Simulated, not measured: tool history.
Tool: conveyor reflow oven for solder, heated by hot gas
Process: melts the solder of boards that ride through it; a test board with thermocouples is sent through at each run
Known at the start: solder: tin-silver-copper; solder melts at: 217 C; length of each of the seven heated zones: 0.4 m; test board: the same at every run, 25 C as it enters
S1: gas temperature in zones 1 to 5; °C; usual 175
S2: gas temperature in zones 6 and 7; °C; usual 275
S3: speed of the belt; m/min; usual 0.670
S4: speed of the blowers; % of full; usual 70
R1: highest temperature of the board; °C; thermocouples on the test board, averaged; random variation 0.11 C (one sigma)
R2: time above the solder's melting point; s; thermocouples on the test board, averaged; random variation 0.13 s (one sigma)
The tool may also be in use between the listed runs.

{"run": 1, "hour": 0.0, "S1": 175, "S2": 275, "S3": 0.67, "S4": 70, "R1": 259.3, "R2": 58.4}
{"run": 2, "hour": 7.9, "S1": 175, "S2": 269, "S3": 0.67, "S4": 70, "R1": 254.2, "R2": 55.5}
{"run": 3, "hour": 17.3, "S1": 175, "S2": 269, "S3": 0.67, "S4": 70, "R1": 254.2, "R2": 55.2}
{"run": 4, "hour": 27.6, "S1": 175, "S2": 275, "S3": 0.666, "S4": 70, "R1": 259.7, "R2": 58.9}
{"run": 5, "hour": 41.4, "S1": 182, "S2": 275, "S3": 0.666, "S4": 70, "R1": 260.7, "R2": 61.9}
{"run": 6, "hour": 52.7, "S1": 182, "S2": 275, "S3": 0.666, "S4": 70, "R1": 260.7, "R2": 61.7}
{"run": 7, "hour": 65.0, "S1": 176, "S2": 275, "S3": 0.67, "S4": 70, "R1": 259.8, "R2": 58.8}
{"run": 8, "hour": 73.6, "S1": 176, "S2": 275, "S3": 0.67, "S4": 70, "R1": 259.6, "R2": 58.7}
{"run": 9, "hour": 85.4, "S1": 176, "S2": 275, "S3": 0.67, "S4": 70, "R1": 259.5, "R2": 58.8}
{"run": 10, "hour": 95.1, "S1": 176, "S2": 275, "S3": 0.67, "S4": 70, "R1": 259.7, "R2": 58.6}
{"run": 11, "hour": 106.3, "S1": 176, "S2": 275, "S3": 0.67, "S4": 70, "R1": 259.5, "R2": 58.5}
{"run": 12, "hour": 120.8, "S1": 175, "S2": 275, "S3": 0.67, "S4": 70, "R1": 259.2, "R2": 58.2}
{"run": 13, "hour": 133.1, "S1": 175, "S2": 266, "S3": 0.67, "S4": 70, "R1": 251.7, "R2": 53.6}
{"run": 14, "hour": 143.5, "S1": 175, "S2": 266, "S3": 0.67, "S4": 70, "R1": 251.6, "R2": 53.5}
{"run": 15, "hour": 154.1, "S1": 175, "S2": 275, "S3": 0.67, "S4": 70, "R1": 259.4, "R2": 58.2}
{"run": 16, "hour": 166.0, "S1": 175, "S2": 265, "S3": 0.576, "S4": 60, "R1": 252.3, "R2": 63.7}
{"run": 17, "hour": 174.8, "S1": 181, "S2": 275, "S3": 0.67, "S4": 55, "R1": 255.8, "R2": 57.5}
{"run": 18, "hour": 182.2, "S1": 181, "S2": 275, "S3": 0.67, "S4": 87, "R1": 264.0, "R2": 62.8}
{"run": 19, "hour": 199.3, "S1": 166, "S2": 275, "S3": 0.633, "S4": 70, "R1": 259.9, "R2": 59.4}
{"hour": 209.7, "done": "flux residue cleaned out of gas plates and filters"}
{"run": 20, "hour": 218.9, "S1": 174, "S2": 281, "S3": 0.79, "S4": 63, "R1": 255.9, "R2": 46.1}
{"run": 21, "hour": 230.5, "S1": 174, "S2": 281, "S3": 0.79, "S4": 63, "R1": 255.8, "R2": 46.2}
{"run": 22, "hour": 244.2, "S1": 175, "S2": 283, "S3": 0.669, "S4": 70, "R1": 266.5, "R2": 61.7}
{"run": 23, "hour": 252.0, "S1": 175, "S2": 283, "S3": 0.669, "S4": 70, "R1": 266.6, "R2": 61.9}
{"run": 24, "hour": 266.3, "S1": 187, "S2": 283, "S3": 0.669, "S4": 70, "R1": 268.5, "R2": 66.7}
{"run": 25, "hour": 282.4, "S1": 175, "S2": 265, "S3": 0.67, "S4": 70, "R1": 250.7, "R2": 53.0}
{"run": 26, "hour": 291.8, "S1": 175, "S2": 265, "S3": 0.67, "S4": 70, "R1": 250.8, "R2": 53.4}
{"run": 27, "hour": 300.2, "S1": 175, "S2": 265, "S3": 0.67, "S4": 70, "R1": 250.7, "R2": 53.1}
{"run": 28, "hour": 315.5, "S1": 175, "S2": 265, "S3": 0.67, "S4": 70, "R1": 250.7, "R2": 53.0}
{"run": 29, "hour": 327.3, "S1": 184, "S2": 265, "S3": 0.693, "S4": 80, "R1": 253.5, "R2": 56.4}
{"run": 30, "hour": 336.9, "S1": 184, "S2": 265, "S3": 0.693, "S4": 80, "R1": 253.3, "R2": 56.7}

Forecast each of these 3 alternatives for the next run:
{"run": "A", "hour": 348.7, "S1": 184, "S2": 269, "S3": 0.79, "S4": 80, "R1": "?", "R2": "?"}
{"run": "B", "hour": 348.7, "S1": 175, "S2": 268, "S3": 0.67, "S4": 53, "R1": "?", "R2": "?"}
{"run": "C", "hour": 348.7, "S1": 169, "S2": 276, "S3": 0.67, "S4": 70, "R1": "?", "R2": "?"}

run=A R1=253.2 R2=48.8
run=B R1=248.1 R2=49.9
run=C R1=259.3 R2=56.5
Without the tool's hidden state the same runs would have given:
run=A R1=253.2 R2=48.8
run=B R1=248.1 R2=49.8
run=C R1=259.3 R2=56.5
